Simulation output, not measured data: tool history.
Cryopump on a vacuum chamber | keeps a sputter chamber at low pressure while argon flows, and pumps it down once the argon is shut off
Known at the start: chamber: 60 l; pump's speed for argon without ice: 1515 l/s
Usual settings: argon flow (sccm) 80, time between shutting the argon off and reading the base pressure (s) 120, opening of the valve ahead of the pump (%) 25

run	day	argon flow (sccm)	time between shutting the argon off and reading the base pressure (s)	opening of the valve ahead of the pump (%)	pressure while argon flows (Pa)	pressure after the wait (uPa)
1	0.000	80	120	25	0.3617	0.64
2	0.846	80	120	25	0.3589	0.69
3	1.258	80	60	25	0.3565	1.05
4	1.750	140	120	25	0.6323	0.64
5	2.408	140	120	25	0.6276	0.61
6	2.833	140	120	25	0.6287	0.67
7	3.429	140	77	25	0.6275	0.88
8	4.179	140	77	25	0.6260	0.85
9	4.762	140	77	25	0.6313	0.89
10	5.479	140	77	25	0.6271	0.89
11	6.000	80	120	25	0.3592	0.70
12	6.458	153	120	25	0.6961	0.73
13	7.054	80	120	25	0.3608	0.73
14	7.800	80	120	25	0.3609	0.67
15	8.429	80	120	25	0.3606	0.70
16	8.875	80	120	25	0.3600	0.71
17	9.638	80	120	25	0.3616	0.71
18	10.179	34	120	33	0.1169	0.71
19	10.821	34	120	33	0.1160	0.71
20	11.492	34	120	33	0.1170	0.72
21	12.171	49	102	25	0.2186	0.81
22	12.617	39	120	25	0.1751	0.75
23	13.204	37	58	53	0.0799	1.19
24	13.650	53	30	34	0.1762	1.96
25	14.388	53	30	34	0.1778	1.97
26	14.804	140	277	38	0.4175	0.49
27	15.604	51	171	31	0.1856	0.62
28	16.054	43	25	31	0.1564	2.32
29	16.512	34	30	25	0.1527	1.97
30	16.962	34	30	25	0.1541	1.96
31	17.371	80	179	25	0.3611	0.59
32	17.817	80	179	25	0.3617	0.66
33	18.346	148	186	29	0.5778	0.56
34	19.221	148	186	29	0.5802	0.61

3 ways to go on from here, each from the tool as it stands after run 34. What would each give?
A	20.042	80	32	28	?	?
B	20.042	67	67	28	?	?
C	20.042	85	120	43	?	?

run	pressure while argon flows (Pa)	pressure after the wait (uPa)
A	0.3227	1.92
B	0.2724	1.14
C	0.2275	0.78
Without the tool's hidden state the same runs would have given:
run	pressure while argon flows (Pa)	pressure after the wait (uPa)
A	0.3174	1.76
B	0.2680	0.98
C	0.2219	0.62

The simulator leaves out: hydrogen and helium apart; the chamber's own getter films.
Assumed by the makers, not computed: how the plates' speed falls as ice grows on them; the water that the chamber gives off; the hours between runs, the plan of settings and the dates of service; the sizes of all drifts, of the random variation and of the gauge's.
